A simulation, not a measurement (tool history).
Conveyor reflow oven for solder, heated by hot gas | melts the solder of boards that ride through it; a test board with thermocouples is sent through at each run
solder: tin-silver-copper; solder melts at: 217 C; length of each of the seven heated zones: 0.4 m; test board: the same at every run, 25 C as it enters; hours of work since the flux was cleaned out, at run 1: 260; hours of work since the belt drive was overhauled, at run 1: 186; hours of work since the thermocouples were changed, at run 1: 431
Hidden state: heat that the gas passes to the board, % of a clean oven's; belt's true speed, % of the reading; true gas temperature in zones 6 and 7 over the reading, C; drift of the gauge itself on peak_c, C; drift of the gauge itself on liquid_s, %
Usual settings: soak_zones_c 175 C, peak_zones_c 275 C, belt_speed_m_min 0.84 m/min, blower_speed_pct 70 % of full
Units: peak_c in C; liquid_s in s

| run | hour | soak_zones_c | peak_zones_c | belt_speed_m_min | blower_speed_pct | hours of work since the flux was cleaned out | hours of work since the belt drive was overhauled | hours of work since the thermocouples were changed | peak_c | liquid_s |
|---|---|---|---|---|---|---|---|---|---|---|
| 1 | 0 | 175 | 275 | 0.84 | 70 | 260 | 186 | 431 | 251.2 | 40.5 |
| 2 | 39.1 | 175 | 275 | 0.84 | 70 | 278 | 203 | 449 | 250.9 | 40.2 |
| 3 | 75.5 | 175 | 275 | 0.84 | 70 | 294 | 220 | 465 | 251 | 40.4 |
| 4 | 110.6 | 175 | 275 | 0.84 | 70 | 310 | 235 | 481 | 251 | 40.3 |
|  | 137.9 | flux residue cleaned out of gas plates and filters |
| 5 | 143.7 | 175 | 275 | 0.84 | 70 | 3 | 248 | 494 | 251.1 | 41.6 |
| 6 | 176.3 | 175 | 275 | 0.84 | 70 | 17 | 263 | 508 | 251.2 | 40.7 |
| 7 | 206.5 | 190 | 275 | 0.84 | 70 | 31 | 276 | 522 | 254.7 | 47.2 |
| 8 | 228.4 | 175 | 275 | 0.84 | 70 | 40 | 286 | 531 | 251.2 | 41 |
| 9 | 265 | 175 | 275 | 0.84 | 70 | 57 | 302 | 548 | 251.1 | 40.4 |
| 10 | 291.5 | 175 | 275 | 0.84 | 70 | 69 | 314 | 560 | 251.2 | 41.5 |
| 11 | 324.8 | 175 | 275 | 0.84 | 67 | 84 | 329 | 575 | 250 | 40.1 |
| 12 | 343.1 | 175 | 275 | 0.84 | 70 | 92 | 337 | 583 | 251.2 | 41.4 |
| 13 | 377.9 | 175 | 275 | 0.84 | 59 | 107 | 353 | 598 | 246.9 | 37.3 |
| 14 | 397.9 | 188 | 272 | 0.729 | 57 | 116 | 362 | 607 | 252.7 | 52.7 |
| 15 | 433.3 | 188 | 286 | 0.952 | 57 | 132 | 378 | 623 | 252.2 | 38.7 |
| 16 | 464.3 | 163 | 268 | 0.84 | 70 | 146 | 392 | 637 | 242.7 | 32.6 |
| 17 | 489 | 175 | 283 | 0.84 | 70 | 157 | 403 | 648 | 257.4 | 45 |
| 18 | 524.3 | 178 | 268 | 0.717 | 89 | 173 | 418 | 664 | 255.6 | 53.9 |
| 19 | 547.3 | 168 | 268 | 0.953 | 89 | 183 | 429 | 674 | 244.3 | 30.2 |
| 20 | 585.4 | 175 | 275 | 0.713 | 53 | 200 | 446 | 691 | 251.4 | 49.2 |
| 21 | 613 | 170 | 269 | 0.675 | 79 | 213 | 458 | 704 | 254.7 | 53.9 |
| 22 | 652.3 | 182 | 269 | 0.675 | 79 | 230 | 476 | 721 | 256.7 | 60 |
| 23 | 670.1 | 164 | 275 | 0.918 | 88 | 238 | 484 | 729 | 250.3 | 35 |
| 24 | 696.4 | 164 | 275 | 0.918 | 88 | 250 | 495 | 741 | 250.3 | 35 |
| 25 | 731.6 | 174 | 275 | 0.918 | 88 | 266 | 511 | 757 | 252.4 | 38.2 |

How the hidden state differs across the entries between the runs, from the last listed run before each to the first after it:
Between runs 4 and 5: flux residue cleaned out of gas plates and filters (hour 137.9)
  heat that the gas passes to the board, % of a clean oven's: 99.8 -> 100
